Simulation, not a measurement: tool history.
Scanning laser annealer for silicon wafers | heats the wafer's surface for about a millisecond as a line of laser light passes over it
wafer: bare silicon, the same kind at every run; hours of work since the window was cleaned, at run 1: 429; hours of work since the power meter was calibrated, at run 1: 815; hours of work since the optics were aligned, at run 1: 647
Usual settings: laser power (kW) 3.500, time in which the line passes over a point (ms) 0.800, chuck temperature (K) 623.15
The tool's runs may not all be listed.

run,day,laser power (kW),time in which the line passes over a point (ms),chuck temperature (K),hours of work since the window was cleaned,hours of work since the power meter was calibrated,hours of work since the optics were aligned,highest temperature of the surface (K)
1,0.000,3.500,0.800,623.15,429,815,647,1428.15
2,2.033,3.500,0.800,605.15,450,836,669,1407.15
3,3.238,3.591,0.800,605.15,463,849,682,1432.15
4,4.483,3.591,0.800,605.15,476,862,695,1435.15
5,6.679,3.591,0.800,605.15,500,886,719,1430.15
6,9.000,3.500,0.800,623.15,524,911,743,1421.15
7,10.683,3.500,0.800,603.15,542,928,761,1403.15
# day 12.088: window over the wafer cleaned
8,13.042,3.500,0.800,603.15,10,953,785,1431.15
9,14.721,3.500,0.800,603.15,28,970,803,1426.15
10,15.729,3.500,0.800,603.15,39,981,814,1425.15
11,17.417,3.500,0.800,603.15,57,999,832,1425.15
12,19.883,3.024,0.800,623.15,83,1025,858,1312.15
13,21.617,3.024,0.800,623.15,101,1044,876,1314.15
14,23.692,3.500,0.800,623.15,123,1066,898,1441.15
15,25.079,3.500,0.800,623.15,138,1081,913,1440.15
16,26.721,3.597,0.800,623.15,156,1098,931,1461.15
17,29.062,3.597,0.800,623.15,180,1123,956,1461.15
18,30.200,3.597,0.800,623.15,193,1135,968,1463.15
19,31.312,3.597,0.800,606.15,204,1147,979,1443.15
20,32.496,3.597,0.800,606.15,217,1159,992,1445.15
21,34.096,3.500,0.771,627.15,234,1176,1009,1419.15
22,35.762,3.500,0.771,627.15,252,1194,1027,1418.15
23,37.483,3.092,0.800,658.15,270,1212,1045,1359.15
24,38.975,2.998,0.818,640.15,286,1228,1061,1315.15
25,40.304,3.791,0.757,609.15,300,1242,1075,1465.15
26,42.742,3.791,0.757,609.15,326,1268,1101,1465.15
27,44.058,3.500,0.881,623.15,340,1282,1115,1471.15
28,46.325,3.500,0.785,655.15,364,1306,1139,1448.15
29,48.396,3.210,0.689,644.15,386,1328,1161,1309.15
30,50.217,3.500,0.678,640.15,405,1348,1180,1368.15
31,51.521,3.146,0.657,603.15,419,1362,1194,1232.15
32,52.642,3.839,0.657,609.15,431,1374,1206,1405.15
33,53.829,3.839,0.657,609.15,444,1386,1219,1403.15
34,55.879,3.500,0.800,617.15,466,1408,1241,1412.15
35,57.304,3.500,0.800,600.15,481,1423,1256,1397.15
36,58.458,3.498,0.800,623.15,493,1435,1268,1413.15
37,60.629,3.498,0.800,623.15,516,1459,1291,1416.15
38,62.254,3.767,0.874,623.15,533,1476,1308,1526.15
39,63.708,3.029,0.874,623.15,549,1491,1324,1323.15
# day 64.429: window over the wafer cleaned
40,65.983,3.302,0.800,623.15,17,1515,1347,1388.15

Forecast each of these 3 alternatives for the next run:
A,68.154,3.178,0.899,623.15,40,1538,1370,?
B,68.154,3.443,0.681,616.15,40,1538,1370,?
C,68.154,3.302,0.800,659.15,40,1538,1370,?

run,highest temperature of the surface (K)
A,1400.15
B,1349.15
C,1423.15
Without the tool's hidden state the same runs would have given:
run,highest temperature of the surface (K)
A,1419.15
B,1367.15
C,1441.15
